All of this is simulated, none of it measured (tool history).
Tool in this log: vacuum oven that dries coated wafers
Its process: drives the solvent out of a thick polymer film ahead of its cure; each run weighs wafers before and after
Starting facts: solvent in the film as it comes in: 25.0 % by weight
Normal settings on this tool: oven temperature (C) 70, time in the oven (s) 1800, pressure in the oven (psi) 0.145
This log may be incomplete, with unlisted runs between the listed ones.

run	day	oven temperature (C)	time in the oven (s)	pressure in the oven (psi)	solvent left in the film (%)
1	0	70	1800	0.145	5.42
2	0.504	70	1800	0.145	5.37
3	1.408	70	1800	0.145	5.44
4	1.921	70	1800	0.145	5.55
5	2.554	70	1800	0.145	5.51
6	3.4	67	1800	0.145	7.38
7	4.175	67	1800	0.116	7.1
8	4.704	70	1800	0.145	5.44
9	5.25	70	1500	0.145	6.8
10	5.688	70	1800	0.145	5.55
11	6.167	59	1800	0.145	12.22
12	6.971	71	1800	0.145	5.06
13	7.442	71	1800	0.145	5.06
14	8.3	70	1800	0.499	8.46
15	9.112	70	1800	0.499	8.62
16	9.604	83	1800	0.161	1.34
17	10.267	69	1680	0.299	8
18	10.746	69	900	0.431	12.71
19	11.412	69	900	0.431	12.92
20	12.358	76	1140	0.158	5.48
21	13.183	77	1200	0.145	4.43
22	13.746	70	1800	0.096	5.28
23	14.725	70	1800	0.144	5.86
24	15.717	70	1800	0.144	5.89
25	16.158	65	2640	0.144	6.39

What does the tool deliver on the next run?
26	17.017	65	2640	0.144	?

{"run 26": {"solvent left in the film (%)": 6.35}}
With the hidden condition absent and the run-to-run variation left alone, this run would have shown solvent left in the film (%) 4.79.
